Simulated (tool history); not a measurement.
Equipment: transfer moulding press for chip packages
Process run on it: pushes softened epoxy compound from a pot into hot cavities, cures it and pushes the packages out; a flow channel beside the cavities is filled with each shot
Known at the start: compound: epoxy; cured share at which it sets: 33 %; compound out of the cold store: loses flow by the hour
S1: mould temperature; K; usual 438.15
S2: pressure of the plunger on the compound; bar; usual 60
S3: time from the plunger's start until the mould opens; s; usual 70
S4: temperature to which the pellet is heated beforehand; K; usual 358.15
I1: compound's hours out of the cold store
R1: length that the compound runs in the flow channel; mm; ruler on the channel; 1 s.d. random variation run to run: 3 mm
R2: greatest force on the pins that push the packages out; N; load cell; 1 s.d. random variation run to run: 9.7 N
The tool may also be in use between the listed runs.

run 1 hour=0 | S1=438.15 S2=60 S3=70 S4=358.15 | I1=32 | R1=689 R2=551
run 2 hour=8.3 | S1=443.15 S2=60 S3=70 S4=358.15 | I1=34.1 | R1=678 R2=445
run 3 hour=20.7 | S1=438.15 S2=60 S3=70 S4=358.15 | I1=23.6 | R1=708 R2=638
run 4 hour=33.3 | S1=438.15 S2=60 S3=70 S4=358.15 | I1=33.7 | R1=680 R2=655
run 5 hour=44.8 | S1=438.15 S2=55 S3=70 S4=358.15 | I1=39.1 | R1=645 R2=705
run 6 hour=51.3 | S1=438.15 S2=55 S3=70 S4=358.15 | I1=25 | R1=665 R2=705
run 7 hour=57.6 | S1=438.15 S2=60 S3=70 S4=358.15 | I1=42.3 | R1=662 R2=694
run 8 hour=68.6 | S1=438.15 S2=60 S3=70 S4=358.15 | I1=39.1 | R1=727 R2=743
run 9 hour=78.5 | S1=438.15 S2=60 S3=70 S4=358.15 | I1=26.7 | R1=752 R2=760
run 10 hour=85.7 | S1=438.15 S2=60 S3=70 S4=358.15 | I1=45.7 | R1=711 R2=900
run 11 hour=91.4 | S1=438.15 S2=60 S3=70 S4=358.15 | I1=14.8 | R1=774 R2=930
run 12 hour=98.9 | S1=438.15 S2=60 S3=70 S4=358.15 | I1=24.5 | R1=753 R2=895
run 13 hour=106.2 | S1=438.15 S2=60 S3=70 S4=358.15 | I1=31.2 | R1=740 R2=871
run 14 hour=113.5 | S1=438.15 S2=60 S3=70 S4=358.15 | I1=13.5 | R1=780 R2=889
run 15 hour=122.9 | S1=438.15 S2=65.8 S3=110 S4=357.15 | I1=23.6 | R1=784 R2=304
run 16 hour=133.3 | S1=438.15 S2=47.5 S3=110 S4=357.15 | I1=46.4 | R1=629 R2=324
run 17 hour=140.3 | S1=438.15 S2=67.7 S3=99 S4=358.15 | I1=42.1 | R1=756 R2=361
run 18 hour=152.3 | S1=430.15 S2=50.5 S3=109 S4=349.15 | I1=14.5 | R1=723 R2=450
run 19 hour=162.3 | S1=434.15 S2=50.5 S3=109 S4=349.15 | I1=36 | R1=675 R2=420
run 20 hour=168.3 | S1=442.15 S2=52.2 S3=70 S4=363.15 | I1=17.9 | R1=701 R2=533
run 21 hour=180.5 | S1=438.15 S2=65.3 S3=52 S4=358.15 | I1=17 | R1=791 R2=1520
run 22 hour=192.6 | S1=438.15 S2=65.3 S3=52 S4=352.15 | I1=40.6 | R1=738 R2=1527
run 23 hour=199.2 | S1=436.15 S2=53.4 S3=73 S4=352.15 | I1=47.1 | R1=660 R2=739
run 24 hour=211.7 | S1=441.15 S2=60 S3=99 S4=358.15 | I1=18.5 | R1=740 R2=447
run 25 hour=223.3 | S1=439.15 S2=58.7 S3=104 S4=355.15 | I1=29.6 | R1=714 R2=303
run 26 hour=232 | S1=432.15 S2=55.7 S3=87 S4=358.15 | I1=28 | R1=710 R2=518
run 27 hour=237.8 | S1=438.15 S2=53 S3=65 S4=364.15 | I1=10.6 | R1=713 R2=720
run 28 hour=244.8 | S1=438.15 S2=53 S3=65 S4=364.15 | I1=22.9 | R1=693 R2=754

Withheld: 4 entries from between the runs. Position of each, and hidden state at the listed run before versus the listed run after:
Run 7 -> run 8: plunger's sealing rings changed (hour 60.8)
  pressure that reaches the compound, % of what is set: 83.8 -> 99.54; grip of the stained cavities, % over clean ones': 59.2 -> 61.5
  measured less the result without the state, R1: -60 -> -1 mm; R2: +266 -> +290 N
Run 9 -> run 10: cavities cleaned with cleaning compound and waxed (hour 82.7)
  pressure that reaches the compound, % of what is set: 99.16 -> 98.92; grip of the stained cavities, % over clean ones': 63.8 -> 103.4
  measured less the result without the state, R1: -3 -> -4 mm; R2: +305 -> +464 N
Run 14 -> run 15: cavities cleaned with cleaning compound and waxed, once more (hour 118)
  true mould temperature over the reading, C: -0.34 -> -0.35; pressure that reaches the compound, % of what is set: 97.9 -> 97.66; grip of the stained cavities, % over clean ones': 88.5 -> 10.6
  measured less the result without the state, R1: -8 -> -9 mm; R2: +426 -> +29 N
Run 24 -> run 25: cavities cleaned with cleaning compound and waxed (hour 214.5)
  true mould temperature over the reading, C: -0.4 -> -0.41; pressure that reaches the compound, % of what is set: 94.17 -> 93.78; grip of the stained cavities, % over clean ones': 64.1 -> 14.9
  measured less the result without the state, R1: -21 -> -22 mm; R2: +174 -> +40 N
